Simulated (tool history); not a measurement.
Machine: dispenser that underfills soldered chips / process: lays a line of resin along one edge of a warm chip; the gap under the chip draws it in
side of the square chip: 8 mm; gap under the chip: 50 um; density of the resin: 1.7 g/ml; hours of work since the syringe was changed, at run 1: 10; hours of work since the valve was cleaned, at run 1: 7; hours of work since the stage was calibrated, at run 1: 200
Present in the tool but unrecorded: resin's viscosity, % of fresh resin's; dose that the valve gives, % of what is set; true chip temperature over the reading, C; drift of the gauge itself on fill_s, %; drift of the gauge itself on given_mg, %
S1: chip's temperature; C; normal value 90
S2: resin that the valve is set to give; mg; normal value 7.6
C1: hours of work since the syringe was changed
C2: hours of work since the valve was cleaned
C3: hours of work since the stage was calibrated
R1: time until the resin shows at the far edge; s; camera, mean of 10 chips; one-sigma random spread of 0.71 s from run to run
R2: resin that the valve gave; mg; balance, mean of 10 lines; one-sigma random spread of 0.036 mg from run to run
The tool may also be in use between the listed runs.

run	hour	S1	S2	C1	C2	C3	R1	R2
1	0	90	7.6	10	7	200	134.3	7.57
# hour 1.4: new syringe of resin
2	11	90	7.6	8	16	209	115.7	7.53
# hour 14.9: new syringe of resin
3	23.6	90	7.6	7	25	219	110.8	7.53
# hour 28.4: new syringe of resin
4	30.6	90	7.6	2	31	224	79.5	7.45
# hour 41.3: new syringe of resin
5	42.1	90	7.6	1	40	233	72.7	7.51
6	48.4	90	7.6	6	45	238	102.7	7.45
# hour 54.8: new syringe of resin
7	54.9	90	7.6	0	50	243	70.5	7.39
8	60.6	85	6.73	5	54	247	126.8	6.52
# hour 64.4: dispensing valve cleaned and set on the balance
# hour 69.1: new syringe of resin
9	72.7	85	6.73	3	6	256	113.4	6.71
10	81.1	86	7.3	10	13	263	165.4	7.24
# hour 82.2: new syringe of resin
11	93.2	86	9.43	9	22	272	151.7	9.3
# hour 95.7: new syringe of resin
12	105.7	99	6.54	8	32	282	82.9	6.41
# hour 109.1: new syringe of resin
13	117.5	77	9.65	7	41	291	212.1	9.47
# hour 122: new syringe of resin
14	124.7	88	9.35	2	47	296	88.2	9.1

What differs in the tool's unlogged condition from the final listed run ahead of each entry between runs to the first listed run following it?
In the gap between runs 1 and 2: new syringe of resin (hour 1.4)
  resin's viscosity, % of fresh resin's: 193.3 -> 168.5; dose that the valve gives, % of what is set: 99.53 -> 99.17; true chip temperature over the reading, C: -1.34 -> -1.39
  measured result minus the result with no hidden state, R1: +69.3 -> +51.7 s; R2: -0.03 -> -0.06 mg
In the gap between runs 2 and 3: new syringe of resin (hour 14.9)
  resin's viscosity, % of fresh resin's: 168.5 -> 159.7; dose that the valve gives, % of what is set: 99.17 -> 98.75; true chip temperature over the reading, C: -1.39 -> -1.47
  measured result minus the result with no hidden state, R1: +51.7 -> +46.4 s; R2: -0.06 -> -0.1 mg
In the gap between runs 3 and 4: new syringe of resin (hour 28.4)
  resin's viscosity, % of fresh resin's: 159.7 -> 115; dose that the valve gives, % of what is set: 98.75 -> 98.51; true chip temperature over the reading, C: -1.47 -> -1.5
  measured result minus the result with no hidden state, R1: +46.4 -> +15.5 s; R2: -0.1 -> -0.11 mg
In the gap between runs 4 and 5: new syringe of resin (hour 41.3)
  resin's viscosity, % of fresh resin's: 115 -> 104.1; dose that the valve gives, % of what is set: 98.51 -> 98.11; true chip temperature over the reading, C: -1.5 -> -1.56
  measured result minus the result with no hidden state, R1: +15.5 -> +8.3 s; R2: -0.11 -> -0.15 mg
In the gap between runs 6 and 7: new syringe of resin (hour 54.8)
  resin's viscosity, % of fresh resin's: 146.8 -> 100.5; dose that the valve gives, % of what is set: 97.86 -> 97.66; true chip temperature over the reading, C: -1.59 -> -1.63
  measured result minus the result with no hidden state, R1: +38.2 -> +6 s; R2: -0.16 -> -0.18 mg
In the gap between runs 8 and 9: dispensing valve cleaned and set on the balance (hour 64.4); new syringe of resin (hour 69.1)
  resin's viscosity, % of fresh resin's: 136.9 -> 121.3; dose that the valve gives, % of what is set: 97.46 -> 99.68; true chip temperature over the reading, C: -1.66 -> -1.71
  measured result minus the result with no hidden state, R1: +42.4 -> +27.6 s; R2: -0.17 -> -0.03 mg
In the gap between runs 10 and 11: new syringe of resin (hour 82.2)
  resin's viscosity, % of fresh resin's: 191.6 -> 183.3; dose that the valve gives, % of what is set: 99.38 -> 98.95; true chip temperature over the reading, C: -1.76 -> -1.82
  measured result minus the result with no hidden state, R1: +86.3 -> +76.4 s; R2: -0.04 -> -0.1 mg
In the gap between runs 11 and 12: new syringe of resin (hour 95.7)
  resin's viscosity, % of fresh resin's: 183.3 -> 173.4; dose that the valve gives, % of what is set: 98.95 -> 98.54; true chip temperature over the reading, C: -1.82 -> -1.89
  measured result minus the result with no hidden state, R1: +76.4 -> +39.5 s; R2: -0.1 -> -0.1 mg
In the gap between runs 12 and 13: new syringe of resin (hour 109.1)
  resin's viscosity, % of fresh resin's: 173.4 -> 160; dose that the valve gives, % of what is set: 98.54 -> 98.14; true chip temperature over the reading, C: -1.89 -> -1.95
  measured result minus the result with no hidden state, R1: +39.5 -> +92.7 s; R2: -0.1 -> -0.18 mg
In the gap between runs 13 and 14: new syringe of resin (hour 122)
  resin's viscosity, % of fresh resin's: 160 -> 114.5; dose that the valve gives, % of what is set: 98.14 -> 97.91; true chip temperature over the reading, C: -1.95 -> -1.99
  measured result minus the result with no hidden state, R1: +92.7 -> +18.4 s; R2: -0.18 -> -0.19 mg
